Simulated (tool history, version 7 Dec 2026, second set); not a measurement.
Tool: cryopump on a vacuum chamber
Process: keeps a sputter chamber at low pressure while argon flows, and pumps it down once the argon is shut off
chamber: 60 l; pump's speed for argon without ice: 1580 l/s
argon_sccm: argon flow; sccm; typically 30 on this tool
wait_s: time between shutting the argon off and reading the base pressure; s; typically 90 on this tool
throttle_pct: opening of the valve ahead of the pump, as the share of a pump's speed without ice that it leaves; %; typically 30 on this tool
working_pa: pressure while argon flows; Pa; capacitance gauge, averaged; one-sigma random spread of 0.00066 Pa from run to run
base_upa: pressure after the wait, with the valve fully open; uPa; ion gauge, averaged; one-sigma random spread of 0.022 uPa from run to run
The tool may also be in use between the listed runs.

| run | hour | argon_sccm | wait_s | throttle_pct | working_pa | base_upa |
|---|---|---|---|---|---|---|
| 1 | 0.0 | 30 | 90 | 30 | 0.1114 | 1.17 |
| 2 | 48.6 | 30 | 160 | 30 | 0.1117 | 1.02 |
| 3 | 160.4 | 30 | 160 | 30 | 0.1113 | 1.07 |
|  | 263.0 | pump warmed up, emptied and cooled again |
| 4 | 282.5 | 30 | 160 | 30 | 0.1084 | 1.01 |
| 5 | 402.1 | 30 | 160 | 30 | 0.1092 | 1.05 |
| 6 | 452.4 | 30 | 160 | 30 | 0.1090 | 1.07 |
| 7 | 503.4 | 30 | 160 | 30 | 0.1090 | 1.15 |
| 8 | 622.7 | 30 | 160 | 30 | 0.1099 | 1.15 |
| 9 | 674.4 | 16 | 70 | 24 | 0.0732 | 1.53 |
| 10 | 728.7 | 49 | 90 | 32 | 0.1697 | 1.45 |
| 11 | 779.8 | 28 | 90 | 24 | 0.1279 | 1.42 |

Predict each of these 3 candidate next runs independently; none follows another, all start after run 11:
| A | 837.1 | 16 | 90 | 24 | ? | ? |
| B | 837.1 | 51 | 171 | 28 | ? | ? |
| C | 837.1 | 40 | 29 | 47 | ? | ? |

| run | working_pa | base_upa |
|---|---|---|
| A | 0.0739 | 1.45 |
| B | 0.2022 | 1.28 |
| C | 0.0950 | 2.45 |
With the hidden condition removed and each run's random variation left untouched, the same runs would have given:
| run | working_pa | base_upa |
|---|---|---|
| A | 0.0718 | 0.64 |
| B | 0.1955 | 0.44 |
| C | 0.0899 | 1.60 |
